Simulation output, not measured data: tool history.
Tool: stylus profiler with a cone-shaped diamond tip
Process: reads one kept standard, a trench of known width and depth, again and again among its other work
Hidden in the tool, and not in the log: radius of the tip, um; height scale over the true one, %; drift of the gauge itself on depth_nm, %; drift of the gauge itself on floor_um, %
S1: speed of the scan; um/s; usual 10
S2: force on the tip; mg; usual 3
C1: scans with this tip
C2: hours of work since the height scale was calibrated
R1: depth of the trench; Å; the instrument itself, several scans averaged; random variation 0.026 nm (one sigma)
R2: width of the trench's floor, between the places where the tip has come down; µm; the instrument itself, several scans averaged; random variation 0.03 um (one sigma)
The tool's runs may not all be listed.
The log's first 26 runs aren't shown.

run,hour,S1,S2,C1,C2,R1,R2
27,2381.1,10,2.08,28216,243,1006.3,28.49
28,2447.3,10,2.1,28689,290,1007,28.5
29,2559,21,2.92,29489,370,1008.1,28.44
30,2613.2,21,2.92,29877,409,1008.2,28.51
31,2704.5,21,2.92,30529,474,1008.5,28.47
32,2836.1,21,2.92,31471,569,1007.6,28.46
33,2890.5,34,4.03,31860,608,1009.7,28.43
34,2998.4,22,2.06,32632,685,1006.7,28.41
35,3063.7,22,1.08,33099,732,1004.8,28.37
36,3157.3,18,1.81,33769,799,1006.2,28.52
37,3290.4,7,3.51,34721,894,1009,28.54

3 ways to go on from here, each from the tool as it stands after run 37. What would each give?
A,3369.3,36,8.38,35285,951,?,?
B,3369.3,10,8.11,35285,951,?,?
C,3369.3,5,1.22,35285,951,?,?

run,R1,R2
A,1017,28.48
B,1016.3,28.54
C,1004.5,28.52
Without the tool's hidden state the same runs would have given:
run,R1,R2
A,1017,28.5
B,1016.2,28.56
C,1004.4,28.53
